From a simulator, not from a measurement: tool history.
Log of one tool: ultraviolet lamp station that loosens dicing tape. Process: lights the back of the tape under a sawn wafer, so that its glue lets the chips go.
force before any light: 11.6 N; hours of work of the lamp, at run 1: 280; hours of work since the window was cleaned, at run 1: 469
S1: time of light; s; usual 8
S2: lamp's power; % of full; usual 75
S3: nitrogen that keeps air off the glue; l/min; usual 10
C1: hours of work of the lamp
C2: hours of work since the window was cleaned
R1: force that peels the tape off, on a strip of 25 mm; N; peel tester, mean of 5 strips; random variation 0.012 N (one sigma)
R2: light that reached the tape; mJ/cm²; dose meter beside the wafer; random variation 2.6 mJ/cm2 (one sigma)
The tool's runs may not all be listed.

{"run": 1, "hour": 0.0, "S1": 8, "S2": 75, "S3": 10, "C1": 280, "C2": 469, "R1": 0.563, "R2": 334}
{"run": 2, "hour": 37.4, "S1": 8, "S2": 75, "S3": 10, "C1": 297, "C2": 486, "R1": 0.539, "R2": 335}
{"hour": 75.8, "done": "window cleaned of glue's vapour"}
{"run": 3, "hour": 79.4, "S1": 8, "S2": 75, "S3": 10, "C1": 316, "C2": 2, "R1": 0.546, "R2": 337}
{"run": 4, "hour": 103.8, "S1": 8, "S2": 75, "S3": 10, "C1": 328, "C2": 13, "R1": 0.568, "R2": 341}
{"run": 5, "hour": 129.4, "S1": 14, "S2": 75, "S3": 10, "C1": 339, "C2": 25, "R1": 0.187, "R2": 593}
{"run": 6, "hour": 151.1, "S1": 8, "S2": 75, "S3": 7, "C1": 349, "C2": 35, "R1": 0.701, "R2": 336}
{"run": 7, "hour": 171.4, "S1": 8, "S2": 75, "S3": 7, "C1": 359, "C2": 44, "R1": 0.68, "R2": 340}
{"run": 8, "hour": 193.8, "S1": 10, "S2": 75, "S3": 10, "C1": 369, "C2": 55, "R1": 0.332, "R2": 422}
{"run": 9, "hour": 234.0, "S1": 8, "S2": 66, "S3": 10, "C1": 388, "C2": 73, "R1": 0.771, "R2": 298}
{"run": 10, "hour": 262.7, "S1": 8, "S2": 66, "S3": 10, "C1": 401, "C2": 87, "R1": 0.771, "R2": 295}
{"run": 11, "hour": 299.2, "S1": 8, "S2": 66, "S3": 10, "C1": 418, "C2": 104, "R1": 0.769, "R2": 303}
{"run": 12, "hour": 329.1, "S1": 7, "S2": 70, "S3": 10, "C1": 432, "C2": 118, "R1": 0.903, "R2": 278}
{"run": 13, "hour": 363.3, "S1": 5, "S2": 70, "S3": 17, "C1": 448, "C2": 133, "R1": 1.438, "R2": 199}
{"run": 14, "hour": 392.2, "S1": 5, "S2": 70, "S3": 17, "C1": 461, "C2": 147, "R1": 1.469, "R2": 199}
{"run": 15, "hour": 410.5, "S1": 8, "S2": 93, "S3": 10, "C1": 470, "C2": 155, "R1": 0.338, "R2": 422}
{"run": 16, "hour": 440.4, "S1": 6, "S2": 75, "S3": 4, "C1": 484, "C2": 169, "R1": 1.788, "R2": 254}
{"run": 17, "hour": 473.4, "S1": 4, "S2": 64, "S3": 4, "C1": 499, "C2": 184, "R1": 3.879, "R2": 145}
{"run": 18, "hour": 491.5, "S1": 14, "S2": 100, "S3": 5, "C1": 507, "C2": 193, "R1": 0.171, "R2": 796}

How the hidden state differs across the entries between the runs, from the last listed run before each to the first after it:
Between runs 2 and 3: window cleaned of glue's vapour (hour 75.8)
  light that the window lets through, % of a clean one's: 99.9 -> 100

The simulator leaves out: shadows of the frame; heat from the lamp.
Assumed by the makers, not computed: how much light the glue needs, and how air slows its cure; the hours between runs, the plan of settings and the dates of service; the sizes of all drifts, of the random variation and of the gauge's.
